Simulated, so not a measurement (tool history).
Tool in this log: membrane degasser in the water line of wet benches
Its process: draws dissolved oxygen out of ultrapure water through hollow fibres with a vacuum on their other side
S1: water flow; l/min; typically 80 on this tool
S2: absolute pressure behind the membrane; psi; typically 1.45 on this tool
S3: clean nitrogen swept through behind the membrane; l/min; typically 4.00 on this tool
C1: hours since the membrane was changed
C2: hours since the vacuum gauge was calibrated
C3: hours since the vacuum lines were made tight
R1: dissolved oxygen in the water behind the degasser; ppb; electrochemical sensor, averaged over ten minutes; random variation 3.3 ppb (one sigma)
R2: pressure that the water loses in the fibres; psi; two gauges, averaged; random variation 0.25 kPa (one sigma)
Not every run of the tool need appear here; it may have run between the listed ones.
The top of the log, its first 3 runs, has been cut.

run	hour	S1	S2	S3	C1	C2	C3	R1	R2
# hour 588.7: membrane cartridge changed
4	595.3	80	1.45	4.00	7	2726	314	332.7	9.710
5	834.8	80	1.45	4.00	246	2965	554	328.5	9.735
6	972.1	80	1.45	4.00	383	3102	691	333.3	9.641
7	1136.6	78	1.45	4.00	548	3267	856	327.7	9.372
8	1390.4	80	1.58	4.00	802	3521	1109	363.3	9.677
# hour 1589.3: vacuum gauge calibrated
9	1589.3	80	1.58	4.00	1000	0	1308	372.8	9.736
10	1786.5	80	1.58	4.00	1197	197	1505	367.0	9.599
11	1919.2	80	1.45	4.00	1330	330	1638	335.2	9.728
12	2098.1	80	1.45	4.00	1509	509	1817	332.6	9.657
13	2266.1	80	1.45	4.00	1677	677	1985	337.0	9.670
14	2536.8	80	2.41	4.00	1948	948	2255	592.1	9.691
15	2682.3	63	1.45	4.00	2093	1093	2401	260.2	7.609
16	2831.1	63	1.45	6.30	2242	1242	2550	177.8	7.549
17	3118.2	63	1.45	6.30	2529	1529	2837	181.0	7.638
# hour 3175.4: seals of the vacuum lines changed
18	3256.0	85	2.47	10.44	2665	1665	81	300.9	10.173
19	3534.7	88	2.47	10.44	2943	1943	359	315.3	10.525
20	3718.7	67	2.47	5.01	3127	2127	543	432.7	7.955

Run 21 has not been measured yet. What should we expect?
21	3949.1	67	2.47	5.01	3358	2358	774	?	?

{"run 21": {"R1": 427.5, "R2": 8.031}}
On a tool with no hidden condition, and with the same random variation, this run would have come out at R1 427.2 ppb, R2 8.150 psi.
